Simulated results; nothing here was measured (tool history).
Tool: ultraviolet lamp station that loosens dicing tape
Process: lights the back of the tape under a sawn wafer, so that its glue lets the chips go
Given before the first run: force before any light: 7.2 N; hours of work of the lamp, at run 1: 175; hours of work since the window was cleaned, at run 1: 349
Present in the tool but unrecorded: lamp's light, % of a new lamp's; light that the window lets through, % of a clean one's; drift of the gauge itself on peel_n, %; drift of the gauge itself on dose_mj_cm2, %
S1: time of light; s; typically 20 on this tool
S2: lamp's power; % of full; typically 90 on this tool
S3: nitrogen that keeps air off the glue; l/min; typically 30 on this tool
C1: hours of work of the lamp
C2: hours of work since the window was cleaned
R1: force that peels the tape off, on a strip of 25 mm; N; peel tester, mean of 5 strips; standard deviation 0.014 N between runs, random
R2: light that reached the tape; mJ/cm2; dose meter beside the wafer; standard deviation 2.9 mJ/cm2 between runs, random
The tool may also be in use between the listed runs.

{"run": 1, "hour": 0.0, "S1": 20, "S2": 90, "S3": 30, "C1": 175, "C2": 349, "R1": 0.679, "R2": 420}
{"run": 2, "hour": 26.7, "S1": 28, "S2": 90, "S3": 30, "C1": 190, "C2": 364, "R1": 0.336, "R2": 587}
{"run": 3, "hour": 62.8, "S1": 28, "S2": 90, "S3": 30, "C1": 211, "C2": 385, "R1": 0.318, "R2": 576}
{"run": 4, "hour": 101.5, "S1": 20, "S2": 90, "S3": 30, "C1": 233, "C2": 407, "R1": 0.686, "R2": 412}
{"run": 5, "hour": 126.7, "S1": 11, "S2": 90, "S3": 30, "C1": 247, "C2": 421, "R1": 1.913, "R2": 227}
{"run": 6, "hour": 154.6, "S1": 20, "S2": 73, "S3": 30, "C1": 263, "C2": 437, "R1": 1.024, "R2": 335}
{"run": 7, "hour": 184.3, "S1": 20, "S2": 73, "S3": 30, "C1": 280, "C2": 454, "R1": 1.045, "R2": 340}
{"run": 8, "hour": 213.3, "S1": 20, "S2": 73, "S3": 30, "C1": 296, "C2": 470, "R1": 1.006, "R2": 338}
{"run": 9, "hour": 236.3, "S1": 20, "S2": 73, "S3": 30, "C1": 309, "C2": 483, "R1": 1.039, "R2": 337}
{"run": 10, "hour": 264.3, "S1": 20, "S2": 71, "S3": 30, "C1": 325, "C2": 499, "R1": 1.091, "R2": 326}
{"run": 11, "hour": 293.1, "S1": 20, "S2": 71, "S3": 30, "C1": 342, "C2": 516, "R1": 1.075, "R2": 331}
{"run": 12, "hour": 313.1, "S1": 20, "S2": 78, "S3": 30, "C1": 353, "C2": 527, "R1": 0.894, "R2": 355}
{"run": 13, "hour": 355.4, "S1": 20, "S2": 78, "S3": 30, "C1": 377, "C2": 551, "R1": 0.897, "R2": 355}
{"run": 14, "hour": 377.1, "S1": 20, "S2": 90, "S3": 30, "C1": 390, "C2": 563, "R1": 0.703, "R2": 408}
{"run": 15, "hour": 405.0, "S1": 20, "S2": 90, "S3": 30, "C1": 405, "C2": 579, "R1": 0.674, "R2": 417}
{"run": 16, "hour": 435.6, "S1": 20, "S2": 90, "S3": 30, "C1": 423, "C2": 597, "R1": 0.677, "R2": 416}
{"run": 17, "hour": 479.0, "S1": 20, "S2": 90, "S3": 30, "C1": 447, "C2": 621, "R1": 0.694, "R2": 414}
{"run": 18, "hour": 499.2, "S1": 20, "S2": 90, "S3": 30, "C1": 459, "C2": 633, "R1": 0.692, "R2": 416}
{"run": 19, "hour": 526.8, "S1": 20, "S2": 90, "S3": 30, "C1": 475, "C2": 648, "R1": 0.658, "R2": 409}
{"run": 20, "hour": 570.1, "S1": 20, "S2": 90, "S3": 30, "C1": 499, "C2": 673, "R1": 0.718, "R2": 414}
{"run": 21, "hour": 596.6, "S1": 20, "S2": 90, "S3": 30, "C1": 514, "C2": 688, "R1": 0.702, "R2": 418}
{"hour": 619.7, "done": "window cleaned of glue's vapour"}
{"run": 22, "hour": 629.4, "S1": 20, "S2": 90, "S3": 30, "C1": 533, "C2": 5, "R1": 0.701, "R2": 416}
{"run": 23, "hour": 669.0, "S1": 14, "S2": 93, "S3": 30, "C1": 555, "C2": 28, "R1": 1.208, "R2": 304}
{"run": 24, "hour": 696.8, "S1": 14, "S2": 93, "S3": 30, "C1": 571, "C2": 44, "R1": 1.23, "R2": 301}
{"run": 25, "hour": 720.3, "S1": 32, "S2": 93, "S3": 28, "C1": 584, "C2": 57, "R1": 0.256, "R2": 693}
{"run": 26, "hour": 744.1, "S1": 32, "S2": 93, "S3": 28, "C1": 598, "C2": 71, "R1": 0.245, "R2": 679}
{"run": 27, "hour": 779.8, "S1": 31, "S2": 87, "S3": 10, "C1": 618, "C2": 91, "R1": 0.68, "R2": 625}
{"run": 28, "hour": 800.7, "S1": 14, "S2": 71, "S3": 26, "C1": 630, "C2": 103, "R1": 1.996, "R2": 234}
{"run": 29, "hour": 821.6, "S1": 14, "S2": 71, "S3": 26, "C1": 642, "C2": 115, "R1": 2.022, "R2": 230}

Forecast run 30:
{"run": 30, "hour": 842.3, "S1": 14, "S2": 71, "S3": 26, "C1": 654, "C2": 127, "R1": "?", "R2": "?"}

{"run 30": {"R1": 2.001, "R2": 226}}
Minus the tool's unlogged condition, the same run would have read R1 1.991 N, R2 227 mJ/cm2.

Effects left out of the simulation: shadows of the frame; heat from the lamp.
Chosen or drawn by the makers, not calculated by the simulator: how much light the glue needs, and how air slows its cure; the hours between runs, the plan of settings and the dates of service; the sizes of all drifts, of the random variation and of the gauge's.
